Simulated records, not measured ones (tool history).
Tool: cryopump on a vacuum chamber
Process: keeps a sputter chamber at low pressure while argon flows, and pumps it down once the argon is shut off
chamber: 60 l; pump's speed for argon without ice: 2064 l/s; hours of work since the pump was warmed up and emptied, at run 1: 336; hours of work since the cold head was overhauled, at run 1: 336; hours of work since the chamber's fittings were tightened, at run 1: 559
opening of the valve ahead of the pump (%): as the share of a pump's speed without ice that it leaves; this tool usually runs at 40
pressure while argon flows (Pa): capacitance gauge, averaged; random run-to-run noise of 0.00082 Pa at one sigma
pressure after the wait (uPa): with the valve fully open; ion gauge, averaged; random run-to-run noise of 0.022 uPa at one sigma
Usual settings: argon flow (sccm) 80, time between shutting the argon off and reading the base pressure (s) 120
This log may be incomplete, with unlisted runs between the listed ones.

| run | hour | argon flow (sccm) | time between shutting the argon off and reading the base pressure (s) | opening of the valve ahead of the pump (%) | hours of work since the pump was warmed up and emptied | hours of work since the cold head was overhauled | hours of work since the chamber's fittings were tightened | pressure while argon flows (Pa) | pressure after the wait (uPa) |
|---|---|---|---|---|---|---|---|---|---|
| 1 | 0.0 | 80 | 120 | 40 | 336 | 336 | 559 | 0.1806 | 1.08 |
| 2 | 14.9 | 80 | 120 | 40 | 344 | 344 | 567 | 0.1810 | 1.07 |
| 3 | 28.8 | 80 | 120 | 40 | 352 | 352 | 575 | 0.1815 | 1.13 |
| 4 | 40.6 | 80 | 120 | 40 | 359 | 359 | 582 | 0.1823 | 1.13 |
| 5 | 55.6 | 80 | 120 | 48 | 367 | 367 | 590 | 0.1552 | 1.11 |
| 6 | 69.3 | 80 | 120 | 48 | 375 | 375 | 598 | 0.1565 | 1.12 |
| 7 | 78.7 | 80 | 120 | 48 | 380 | 380 | 603 | 0.1560 | 1.15 |
| 8 | 87.0 | 80 | 120 | 40 | 385 | 385 | 608 | 0.1831 | 1.16 |
| 9 | 100.0 | 80 | 29 | 45 | 392 | 392 | 615 | 0.1649 | 2.60 |
| 10 | 109.2 | 129 | 218 | 23 | 397 | 397 | 620 | 0.4946 | 0.97 |
| 11 | 122.4 | 129 | 218 | 23 | 404 | 404 | 627 | 0.4922 | 1.01 |
| 12 | 134.1 | 129 | 218 | 23 | 411 | 411 | 634 | 0.4926 | 1.00 |
| 13 | 143.1 | 47 | 218 | 16 | 416 | 416 | 639 | 0.2536 | 1.01 |
| 14 | 158.3 | 47 | 218 | 16 | 424 | 424 | 647 | 0.2533 | 0.98 |
| 15 | 168.9 | 126 | 35 | 56 | 430 | 430 | 653 | 0.2205 | 2.31 |

Predict each of these 3 candidate next runs independently; none follows another, all start after run 15:
| A | 180.6 | 50 | 81 | 56 | 437 | 437 | 660 | ? | ? |
| B | 180.6 | 139 | 41 | 24 | 437 | 437 | 660 | ? | ? |
| C | 180.6 | 148 | 26 | 22 | 437 | 437 | 660 | ? | ? |

| run | pressure while argon flows (Pa) | pressure after the wait (uPa) |
|---|---|---|
| A | 0.0871 | 1.42 |
| B | 0.5149 | 2.13 |
| C | 0.5961 | 2.90 |
With the hidden condition removed and each run's random variation left untouched, the same runs would have given:
| run | pressure while argon flows (Pa) | pressure after the wait (uPa) |
|---|---|---|
| A | 0.0728 | 0.81 |
| B | 0.4752 | 1.51 |
| C | 0.5536 | 2.28 |

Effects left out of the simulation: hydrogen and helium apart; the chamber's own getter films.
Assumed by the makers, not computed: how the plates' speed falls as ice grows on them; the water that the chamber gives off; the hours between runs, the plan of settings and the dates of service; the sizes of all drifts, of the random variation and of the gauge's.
